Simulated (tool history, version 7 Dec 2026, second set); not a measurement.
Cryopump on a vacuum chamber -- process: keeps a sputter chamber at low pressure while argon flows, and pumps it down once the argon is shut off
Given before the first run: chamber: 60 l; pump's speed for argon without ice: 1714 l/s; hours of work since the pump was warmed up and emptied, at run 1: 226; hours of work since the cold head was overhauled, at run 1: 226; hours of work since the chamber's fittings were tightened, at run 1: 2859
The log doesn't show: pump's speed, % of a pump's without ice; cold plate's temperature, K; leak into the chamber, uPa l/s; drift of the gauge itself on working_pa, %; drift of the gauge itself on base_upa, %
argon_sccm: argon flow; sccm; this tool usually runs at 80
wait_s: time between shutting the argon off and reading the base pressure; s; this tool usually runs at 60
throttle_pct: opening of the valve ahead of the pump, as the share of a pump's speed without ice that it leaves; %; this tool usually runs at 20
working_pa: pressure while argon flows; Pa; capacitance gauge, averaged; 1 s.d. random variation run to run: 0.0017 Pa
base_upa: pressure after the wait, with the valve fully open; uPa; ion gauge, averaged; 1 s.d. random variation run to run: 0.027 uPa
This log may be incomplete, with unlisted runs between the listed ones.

| run | day | argon_sccm | wait_s | throttle_pct | hours of work since the pump was warmed up and emptied | hours of work since the cold head was overhauled | hours of work since the chamber's fittings were tightened | working_pa | base_upa |
|---|---|---|---|---|---|---|---|---|---|
| 1 | 0.000 | 80 | 60 | 20 | 226 | 226 | 2859 | 0.4042 | 2.67 |
| 2 | 0.979 | 80 | 60 | 20 | 236 | 236 | 2869 | 0.4024 | 2.60 |
| 3 | 1.846 | 80 | 60 | 20 | 245 | 245 | 2878 | 0.4029 | 2.62 |
| 4 | 2.888 | 80 | 60 | 20 | 255 | 255 | 2888 | 0.4024 | 2.74 |
| 5 | 3.783 | 42 | 60 | 20 | 264 | 264 | 2897 | 0.2117 | 2.63 |
| 6 | 4.583 | 42 | 60 | 20 | 272 | 272 | 2905 | 0.2113 | 2.61 |
| 7 | 5.196 | 42 | 60 | 20 | 278 | 278 | 2911 | 0.2125 | 2.64 |
| 8 | 5.908 | 44 | 46 | 20 | 285 | 285 | 2919 | 0.2255 | 3.03 |
| 9 | 6.721 | 37 | 138 | 53 | 294 | 294 | 2927 | 0.0740 | 2.13 |
| 10 | 7.362 | 45 | 172 | 48 | 300 | 300 | 2933 | 0.0992 | 2.00 |
| 11 | 8.471 | 45 | 190 | 33 | 311 | 311 | 2944 | 0.1408 | 2.09 |
| 12 | 9.271 | 152 | 145 | 24 | 319 | 319 | 2952 | 0.6447 | 2.14 |
| 13 | 10.300 | 35 | 245 | 24 | 330 | 330 | 2963 | 0.1502 | 2.07 |
| 14 | 11.142 | 35 | 245 | 24 | 338 | 338 | 2971 | 0.1496 | 1.99 |

Consider 4 possible next runs. They are alternatives, not a sequence: every one starts from the tool as it was left by run 14. What does each give?
| A | 11.804 | 32 | 50 | 59 | 345 | 345 | 2978 | ? | ? |
| B | 11.804 | 35 | 245 | 34 | 345 | 345 | 2978 | ? | ? |
| C | 11.804 | 50 | 71 | 16 | 345 | 345 | 2978 | ? | ? |
| D | 11.804 | 78 | 54 | 53 | 345 | 345 | 2978 | ? | ? |

| run | working_pa | base_upa |
|---|---|---|
| A | 0.0589 | 2.97 |
| B | 0.1061 | 1.94 |
| C | 0.3176 | 2.61 |
| D | 0.1591 | 2.86 |
Had the tool no hidden state, the same runs would have come out as:
| run | working_pa | base_upa |
|---|---|---|
| A | 0.0539 | 1.39 |
| B | 0.1006 | 0.38 |
| C | 0.3097 | 1.03 |
| D | 0.1468 | 1.30 |
